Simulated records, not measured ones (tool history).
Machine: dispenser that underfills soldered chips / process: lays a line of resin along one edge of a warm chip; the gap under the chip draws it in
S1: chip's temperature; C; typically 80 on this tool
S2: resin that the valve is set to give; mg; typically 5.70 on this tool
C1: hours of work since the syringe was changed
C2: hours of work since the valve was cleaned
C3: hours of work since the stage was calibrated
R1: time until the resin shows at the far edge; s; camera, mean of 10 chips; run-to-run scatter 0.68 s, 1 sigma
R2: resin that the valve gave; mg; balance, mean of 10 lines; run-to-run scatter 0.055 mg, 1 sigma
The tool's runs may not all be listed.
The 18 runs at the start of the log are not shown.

run	hour	S1	S2	C1	C2	C3	R1	R2
# hour 122.4: new syringe of resin
19	124.6	89	6.60	2	104	124	48.5	6.16
20	129.4	80	5.57	5	107	127	85.9	5.11
# hour 132.2: new syringe of resin
21	135.6	80	5.57	2	111	131	76.2	5.12
# hour 141.9: new syringe of resin
22	143.7	76	5.64	1	117	137	79.6	5.19
# hour 151.4: new syringe of resin
23	153.1	84	6.60	1	123	143	58.4	6.16
# hour 155.6: dispensing valve cleaned and set on the balance
24	161.2	80	5.48	6	4	148	92.6	5.46
# hour 162.2: new syringe of resin
25	167.0	76	5.59	3	8	151	91.7	5.50
# hour 172.0: new syringe of resin
26	175.7	83	6.73	2	13	157	66.9	6.66
27	180.9	89	6.44	6	17	161	68.4	6.38
# hour 181.8: new syringe of resin
28	185.3	89	6.44	2	20	164	51.2	6.39
# hour 191.4: new syringe of resin
29	195.3	66	6.06	3	26	170	130.9	5.89
# hour 201.2: new syringe of resin
30	202.7	80	6.39	1	31	175	67.8	6.25
31	209.7	80	6.39	6	36	180	91.7	6.25

Alternative continuations, all from the tool just after run 31; predict every row:
# hour 210.7: new syringe of resin
A	217.0	80	7.27	4	41	185	?	?
# hour 210.7: new syringe of resin
B	217.0	78	6.39	4	41	185	?	?
# hour 210.7: new syringe of resin
C	217.0	86	5.91	4	41	185	?	?

run	R1	R2
A	83.2	7.09
B	89.7	6.16
C	67.1	5.78
The same runs, with their run-to-run variation unchanged, on a tool lacking any hidden condition would have given:
run	R1	R2
A	61.5	7.27
B	66.2	6.31
C	49.4	5.92
